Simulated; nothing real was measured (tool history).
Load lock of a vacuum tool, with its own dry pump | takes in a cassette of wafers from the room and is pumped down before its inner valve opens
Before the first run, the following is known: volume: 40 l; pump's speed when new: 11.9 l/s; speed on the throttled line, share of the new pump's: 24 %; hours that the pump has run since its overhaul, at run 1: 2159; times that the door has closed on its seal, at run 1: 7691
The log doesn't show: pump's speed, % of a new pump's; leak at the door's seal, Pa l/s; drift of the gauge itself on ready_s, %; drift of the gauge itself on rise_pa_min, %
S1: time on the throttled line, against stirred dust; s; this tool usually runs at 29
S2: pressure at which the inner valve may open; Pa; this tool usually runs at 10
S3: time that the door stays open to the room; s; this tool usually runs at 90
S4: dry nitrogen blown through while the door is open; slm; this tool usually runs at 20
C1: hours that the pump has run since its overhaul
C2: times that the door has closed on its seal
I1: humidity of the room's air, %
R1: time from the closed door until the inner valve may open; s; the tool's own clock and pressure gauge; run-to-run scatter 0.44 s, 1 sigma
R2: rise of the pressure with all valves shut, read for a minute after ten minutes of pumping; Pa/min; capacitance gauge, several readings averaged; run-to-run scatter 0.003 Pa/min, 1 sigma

run,day,S1,S2,S3,S4,C1,C2,I1,R1,R2
1,0.000,29,10,90,20,2159,7691,41.9,53.2,0.104
2,2.333,29,10,90,20,2215,7964,44.0,53.9,0.113
3,4.488,29,10,131,20,2267,8216,44.4,53.3,0.125
4,7.729,41,10,131,20,2345,8594,47.4,62.7,0.132
5,12.104,41,10,131,20,2450,9106,46.7,63.4,0.138
6,14.092,41,10,131,20,2497,9338,45.9,62.7,0.146
7,16.392,41,10,131,20,2553,9607,48.6,63.8,0.143
8,18.317,41,10,131,20,2599,9832,44.1,62.2,0.142
9,21.071,41,10,131,20,2665,10154,42.8,63.7,0.151
10,24.704,41,10,131,20,2752,10579,45.4,63.5,0.158
11,28.829,41,10,131,20,2851,11061,45.8,63.3,0.169
12,32.067,41,10,131,20,2929,11439,45.2,63.5,0.164
13,34.792,42,10,90,20,2994,11757,47.2,62.9,0.163
14,37.946,42,10,90,20,3070,12126,42.6,63.5,0.165
15,39.888,29,10,90,20,3117,12353,47.9,54.0,0.168
16,43.988,29,10,90,5,3215,12832,46.8,53.9,0.196
17,47.442,29,11,90,20,3298,13236,46.3,54.1,0.188
18,50.088,29,7,90,20,3361,13545,41.6,55.0,0.181
19,54.242,29,10,90,20,3461,14030,44.6,54.1,0.199
20,57.721,29,9,90,20,3545,14437,44.2,54.5,0.203
21,60.783,25,9,202,20,3618,14795,46.5,52.1,0.250
22,63.821,48,10,135,20,3691,15150,44.6,67.9,0.233
23,67.638,16,10,89,5,3783,15595,49.2,44.2,0.253
24,70.879,16,10,89,5,3860,15974,45.5,44.8,0.243
25,74.642,22,10,90,7,3951,16414,43.9,49.0,0.250
26,78.692,29,10,90,43,4048,16887,44.2,55.0,0.242
27,80.850,29,10,88,20,4100,17140,46.6,54.6,0.257
28,84.267,32,9,126,20,4182,17539,46.6,57.0,0.271
29,86.146,21,10,90,20,4227,17758,44.7,48.7,0.267
30,90.438,17,13,90,20,4330,18260,45.6,44.5,0.276
31,93.954,17,13,90,20,4414,18671,47.5,44.5,0.285
32,97.908,27,10,90,20,4509,19133,47.6,53.0,0.299
33,100.692,18,10,90,7,4576,19458,46.2,46.1,0.314
34,104.025,43,10,37,20,4656,19848,45.9,65.0,0.290
35,108.142,43,10,63,20,4755,20329,45.9,66.2,0.316
36,111.567,22,17,90,20,4837,20729,45.0,47.7,0.332
# day 111.996: door's seal changed, seat wiped
37,113.992,28,17,42,4,4894,233,43.7,51.4,0.036

Consider 3 possible next runs. They are alternatives, not a sequence: every one starts from the tool as it was left by run 37. What does each give?
A,117.904,46,12,90,20,4987,691,44.3,?,?
B,117.904,29,10,61,20,4987,691,48.6,?,?
C,117.904,29,8,31,20,4987,691,45.0,?,?

run,R1,R2
A,67.1,0.054
B,55.0,0.045
C,55.0,0.033
With the hidden condition removed and each run's random variation left untouched, the same runs would have given:
run,R1,R2
A,66.0,0.050
B,53.6,0.042
C,53.6,0.030
